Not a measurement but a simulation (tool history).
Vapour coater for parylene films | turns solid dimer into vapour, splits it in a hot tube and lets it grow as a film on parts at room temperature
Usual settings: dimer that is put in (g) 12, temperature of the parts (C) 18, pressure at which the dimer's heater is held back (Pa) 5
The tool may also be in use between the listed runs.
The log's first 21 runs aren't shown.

run	hour	dimer that is put in (g)	temperature of the parts (C)	pressure at which the dimer's heater is held back (Pa)	hours of work since the trap's valve was overhauled	hours of work since the table's thermometer was calibrated	thickness of the film (µm)
22	563.2	12	18	5	135	619	2.35
23	581.8	12	18	5	143	626	2.35
24	607.6	12	18	5	153	637	2.35
25	626.7	14	14	9.63	161	645	3.03
26	647.2	12	21	2.95	170	653	2.19
27	680.6	16	15	2.95	184	667	3.81
28	704	10	27	5.07	193	677	1.26
29	731.4	10	27	5.07	205	688	1.28
30	757.5	9	18	5	215	699	1.73
31	785.7	13	26	4.01	227	710	1.77
32	810.4	5	11	2.75	237	720	1.34
33	835.4	5	11	2.75	247	731	1.35
34	867.6	5	10	2.63	261	744	1.34
35	892	7	18	5.72	271	754	1.29
36	920.2	12	15	8.5	282	766	2.42
# hour 947.3: trap's valve overhauled
37	949.6	8	20	6.2	1	776	1.47
38	965.6	13	18	5	8	783	2.68
39	983.7	13	18	5	15	790	2.69
40	998.7	18	21	6.55	21	796	3.11
41	1024.4	10	21	7.14	32	807	1.7
42	1052.9	10	21	8.31	44	819	1.68
43	1073	10	21	8.31	52	827	1.68
44	1103.4	19	11	5	64	840	5.4
45	1126.2	19	11	2.81	74	849	5.48
46	1153.7	8	11	6.46	85	860	2.2

Forecast each of these 5 alternatives for the next run:
A	1169.5	12	14	6.17	92	867	?
B	1169.5	12	29	5.38	92	867	?
C	1169.5	19	22	6.19	92	867	?
D	1169.5	14	18	5	92	867	?
E	1169.5	6	25	2.25	92	867	?

run	thickness of the film (µm)
A	2.86
B	1.44
C	3.13
D	2.86
E	0.98
Without the tool's hidden state the same runs would have given:
run	thickness of the film (µm)
A	2.76
B	1.39
C	3.02
D	2.75
E	0.94
